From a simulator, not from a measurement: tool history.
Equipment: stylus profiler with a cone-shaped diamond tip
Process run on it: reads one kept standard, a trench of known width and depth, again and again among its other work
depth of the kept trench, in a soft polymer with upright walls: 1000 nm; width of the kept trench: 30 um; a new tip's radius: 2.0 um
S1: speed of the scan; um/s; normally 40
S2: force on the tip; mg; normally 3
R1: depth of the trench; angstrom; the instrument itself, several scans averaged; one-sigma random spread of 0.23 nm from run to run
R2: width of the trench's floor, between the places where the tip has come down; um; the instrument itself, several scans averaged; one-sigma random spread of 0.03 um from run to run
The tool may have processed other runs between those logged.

{"run": 1, "hour": 0.0, "S1": 40, "S2": 3, "R1": 10173.7, "R2": 25.24}
{"run": 2, "hour": 48.0, "S1": 40, "S2": 3, "R1": 10175.4, "R2": 25.14}
{"run": 3, "hour": 138.2, "S1": 40, "S2": 3, "R1": 10173.9, "R2": 25.14}
{"run": 4, "hour": 180.6, "S1": 40, "S2": 3, "R1": 10175.8, "R2": 25.11}
{"run": 5, "hour": 226.0, "S1": 40, "S2": 3, "R1": 10177.7, "R2": 25.12}
{"run": 6, "hour": 293.4, "S1": 40, "S2": 1.1, "R1": 10132.9, "R2": 24.98}
{"run": 7, "hour": 386.1, "S1": 59, "S2": 1.1, "R1": 10138.4, "R2": 24.75}
{"run": 8, "hour": 478.9, "S1": 59, "S2": 1.1, "R1": 10132.6, "R2": 24.71}
{"run": 9, "hour": 549.8, "S1": 59, "S2": 1.1, "R1": 10135.8, "R2": 24.66}
{"hour": 576.9, "done": "height scale calibrated on a step standard"}
{"run": 10, "hour": 621.6, "S1": 40, "S2": 1.81, "R1": 10070, "R2": 24.94}
{"run": 11, "hour": 667.9, "S1": 40, "S2": 1.81, "R1": 10068.7, "R2": 24.93}
{"run": 12, "hour": 724.8, "S1": 40, "S2": 1.81, "R1": 10073.8, "R2": 24.9}
{"run": 13, "hour": 773.7, "S1": 40, "S2": 1.81, "R1": 10075.2, "R2": 24.93}
{"run": 14, "hour": 832.5, "S1": 40, "S2": 3, "R1": 10101.7, "R2": 24.98}
{"run": 15, "hour": 895.9, "S1": 40, "S2": 3, "R1": 10102, "R2": 24.96}
{"run": 16, "hour": 955.9, "S1": 40, "S2": 3, "R1": 10103.3, "R2": 24.94}
{"run": 17, "hour": 996.7, "S1": 40, "S2": 5.47, "R1": 10152.1, "R2": 24.97}
{"run": 18, "hour": 1035.5, "S1": 40, "S2": 5.47, "R1": 10150.9, "R2": 24.98}
{"run": 19, "hour": 1100.7, "S1": 40, "S2": 5.47, "R1": 10152.3, "R2": 24.95}
{"hour": 1186.4, "done": "new tip fitted, height scale calibrated"}
{"run": 20, "hour": 1192.1, "S1": 40, "S2": 5.47, "R1": 10141.4, "R2": 26.35}
{"run": 21, "hour": 1264.3, "S1": 40, "S2": 1.63, "R1": 10066.8, "R2": 26.21}
{"run": 22, "hour": 1304.4, "S1": 40, "S2": 1.63, "R1": 10062.4, "R2": 26.19}
{"run": 23, "hour": 1381.9, "S1": 40, "S2": 1.6, "R1": 10066.5, "R2": 26.17}
{"run": 24, "hour": 1442.6, "S1": 40, "S2": 7.51, "R1": 10178.7, "R2": 26.3}
{"run": 25, "hour": 1515.0, "S1": 69, "S2": 2.41, "R1": 10093.4, "R2": 25.98}
{"run": 26, "hour": 1578.9, "S1": 69, "S2": 2.41, "R1": 10094.6, "R2": 26.01}
{"run": 27, "hour": 1629.2, "S1": 21, "S2": 6.08, "R1": 10162.5, "R2": 26.26}
{"run": 28, "hour": 1702.6, "S1": 145, "S2": 3.54, "R1": 10112.7, "R2": 25.62}
{"run": 29, "hour": 1756.8, "S1": 18, "S2": 6.87, "R1": 10175.1, "R2": 26.25}
{"run": 30, "hour": 1798.1, "S1": 22, "S2": 1.58, "R1": 10074.3, "R2": 26.12}
{"run": 31, "hour": 1843.6, "S1": 98, "S2": 1.12, "R1": 10066.6, "R2": 25.47}
{"run": 32, "hour": 1921.1, "S1": 98, "S2": 1.12, "R1": 10062.8, "R2": 25.39}
{"run": 33, "hour": 1962.1, "S1": 98, "S2": 1.12, "R1": 10065.9, "R2": 25.43}
{"run": 34, "hour": 2045.0, "S1": 41, "S2": 3.7, "R1": 10124.4, "R2": 26.07}
{"run": 35, "hour": 2117.7, "S1": 41, "S2": 3.7, "R1": 10129, "R2": 26.03}
{"run": 36, "hour": 2197.2, "S1": 44, "S2": 8.39, "R1": 10206.6, "R2": 26.1}
{"run": 37, "hour": 2274.6, "S1": 72, "S2": 6.09, "R1": 10174.6, "R2": 25.93}
{"run": 38, "hour": 2323.7, "S1": 12, "S2": 4.43, "R1": 10143.1, "R2": 26.06}
{"run": 39, "hour": 2402.0, "S1": 17, "S2": 2.59, "R1": 10110.7, "R2": 25.96}
{"run": 40, "hour": 2461.1, "S1": 60, "S2": 3.58, "R1": 10133.1, "R2": 25.86}
{"run": 41, "hour": 2539.5, "S1": 60, "S2": 3.58, "R1": 10128.2, "R2": 25.81}
{"run": 42, "hour": 2585.6, "S1": 60, "S2": 3.58, "R1": 10130.7, "R2": 25.81}
{"run": 43, "hour": 2646.5, "S1": 60, "S2": 3.58, "R1": 10139.1, "R2": 25.79}
{"run": 44, "hour": 2685.5, "S1": 52, "S2": 2.48, "R1": 10115.9, "R2": 25.75}
{"run": 45, "hour": 2763.1, "S1": 58, "S2": 7.05, "R1": 10202, "R2": 25.81}
{"run": 46, "hour": 2846.5, "S1": 58, "S2": 7.05, "R1": 10196.6, "R2": 25.84}

Below, each run's measurement less what the same run would have read without the hidden state. Both values contain the same run-to-run variation, but the gauge's scatter may not be the same in both:
Unlogged tool condition in this case: radius of the tip, um; height scale over the true one, %; drift of the gauge itself on depth_nm, %; drift of the gauge itself on floor_um, %.
run=1 R1=+80 R2=-1.15
run=2 R1=+81 R2=-1.16
run=3 R1=+82.7 R2=-1.19
run=4 R1=+83.6 R2=-1.2
run=5 R1=+84.4 R2=-1.2
run=6 R1=+85.4 R2=-1.22
run=7 R1=+87.4 R2=-1.24
run=8 R1=+89.1 R2=-1.27
run=9 R1=+90.5 R2=-1.28
run=10 R1=+4.8 R2=-1.3
run=11 R1=+5.7 R2=-1.31
run=12 R1=+6.8 R2=-1.33
run=13 R1=+7.8 R2=-1.33
run=14 R1=+9 R2=-1.35
run=15 R1=+10.3 R2=-1.36
run=16 R1=+11.5 R2=-1.38
run=17 R1=+12.5 R2=-1.39
run=18 R1=+13.2 R2=-1.39
run=19 R1=+14.6 R2=-1.41
run=20 R1=+1.7 R2=-0.02
run=21 R1=+3.2 R2=-0.04
run=22 R1=+4 R2=-0.05
run=23 R1=+5.5 R2=-0.08
run=24 R1=+6.7 R2=-0.1
run=25 R1=+8.1 R2=-0.12
run=26 R1=+9.4 R2=-0.14
run=27 R1=+10.4 R2=-0.16
run=28 R1=+11.8 R2=-0.18
run=29 R1=+12.9 R2=-0.19
run=30 R1=+13.6 R2=-0.2
run=31 R1=+14.6 R2=-0.22
run=32 R1=+16.3 R2=-0.24
run=33 R1=+17.1 R2=-0.25
run=34 R1=+18.7 R2=-0.28
run=35 R1=+20.3 R2=-0.3
run=36 R1=+22 R2=-0.32
run=37 R1=+23.7 R2=-0.34
run=38 R1=+24.5 R2=-0.36
run=39 R1=+26 R2=-0.38
run=40 R1=+27.4 R2=-0.4
run=41 R1=+29 R2=-0.42
run=42 R1=+29.8 R2=-0.43
run=43 R1=+31 R2=-0.45
run=44 R1=+31.7 R2=-0.47
run=45 R1=+33.6 R2=-0.48
run=46 R1=+35.2 R2=-0.51
